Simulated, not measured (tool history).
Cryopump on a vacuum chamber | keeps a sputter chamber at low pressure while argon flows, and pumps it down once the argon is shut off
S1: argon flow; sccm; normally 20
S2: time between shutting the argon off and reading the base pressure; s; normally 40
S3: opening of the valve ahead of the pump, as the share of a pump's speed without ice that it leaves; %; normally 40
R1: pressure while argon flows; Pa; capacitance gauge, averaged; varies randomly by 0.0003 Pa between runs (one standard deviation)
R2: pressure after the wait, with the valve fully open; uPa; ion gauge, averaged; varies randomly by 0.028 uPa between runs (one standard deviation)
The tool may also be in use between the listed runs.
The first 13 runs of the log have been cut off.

Run 14, hour 578.4: usual settings but S3 26 %. Result: R1 0.0940 Pa, R2 1.97 uPa.
Run 15, hour 623.5: usual settings but S3 36 %. Result: R1 0.0690 Pa, R2 1.95 uPa.
Run 16, hour 649.5: usual settings but S1 21 sccm. Result: R1 0.0665 Pa, R2 1.96 uPa.
Run 17, hour 683.1: usual settings but S1 11 sccm. Result: R1 0.0348 Pa, R2 1.99 uPa.
Run 18, hour 729.4: usual settings but S1 11 sccm. Result: R1 0.0346 Pa, R2 2.10 uPa.
Run 19, hour 755.7: usual settings but S1 11 sccm, S2 129 s. Result: R1 0.0346 Pa, R2 1.26 uPa.
Run 20, hour 809.7: usual settings but S1 28 sccm, S2 32 s, S3 18 %. Result: R1 0.1913 Pa, R2 2.36 uPa.
Run 21, hour 853.5: usual settings but S1 29 sccm, S2 32 s, S3 18 %. Result: R1 0.1980 Pa, R2 2.34 uPa.
Run 22, hour 889.3: usual settings but S1 29 sccm, S2 32 s, S3 18 %. Result: R1 0.1971 Pa, R2 2.33 uPa.
Run 23, hour 917.0: usual settings but S2 37 s, S3 29 %. Result: R1 0.0860 Pa, R2 2.20 uPa.
Run 24, hour 966.2: usual settings but S1 19 sccm, S2 24 s. Result: R1 0.0603 Pa, R2 2.80 uPa.
At hour 997.1: pump warmed up, emptied and cooled again.
Run 25, hour 997.1: usual settings but S1 19 sccm, S2 24 s. Result: R1 0.0575 Pa, R2 2.73 uPa.
Run 26, hour 1033.1: usual settings but S1 8 sccm, S2 24 s, S3 24 %. Result: R1 0.0405 Pa, R2 2.77 uPa.
Run 27, hour 1085.2: usual settings but S1 8 sccm, S2 24 s, S3 24 %. Result: R1 0.0398 Pa, R2 2.76 uPa.
Run 28, hour 1112.5: usual settings but S1 8 sccm, S2 23 s, S3 24 %. Result: R1 0.0402 Pa, R2 2.83 uPa.
Run 29, hour 1147.0: usual settings but S1 8 sccm, S2 23 s, S3 24 %. Result: R1 0.0404 Pa, R2 2.96 uPa.
Run 30, hour 1169.4: usual settings but S1 10 sccm, S2 184 s, S3 25 %. Result: R1 0.0483 Pa, R2 1.20 uPa.
Run 31, hour 1210.6: usual settings but S2 101 s, S3 48 %. Result: R1 0.0511 Pa, R2 1.36 uPa.
Run 32, hour 1264.5: usual settings but S2 101 s, S3 48 %. Result: R1 0.0509 Pa, R2 1.45 uPa.
Run 33, hour 1303.1: usual settings but S2 101 s, S3 48 %. Result: R1 0.0508 Pa, R2 1.45 uPa.

Below are 5 alternative next runs, each starting from the tool's condition after run 33. Predict each:
Run A, hour 1356.6: usual settings but S1 16 sccm, S2 101 s, S3 48 %. Result: R1 ?, R2 ?.
Run B, hour 1356.6: usual settings but S2 23 s, S3 17 %. Result: R1 ?, R2 ?.
Run C, hour 1356.6: usual settings but S2 43 s, S3 48 %. Result: R1 ?, R2 ?.
Run D, hour 1356.6: usual settings but S1 35 sccm, S2 41 s, S3 51 %. Result: R1 ?, R2 ?.
Run E, hour 1356.6: usual settings but S1 23 sccm, S3 15 %. Result: R1 ?, R2 ?.

run      R1    R2
  A  0.0413  1.45
  B  0.1424  2.93
  C  0.0511  2.04
  D  0.0840  2.06
  E  0.1843  2.09
Without the tool's unlogged condition, the same runs would have read:
run      R1    R2
  A  0.0400  0.65
  B  0.1409  2.14
  C  0.0496  1.24
  D  0.0814  1.27
  E  0.1825  1.30
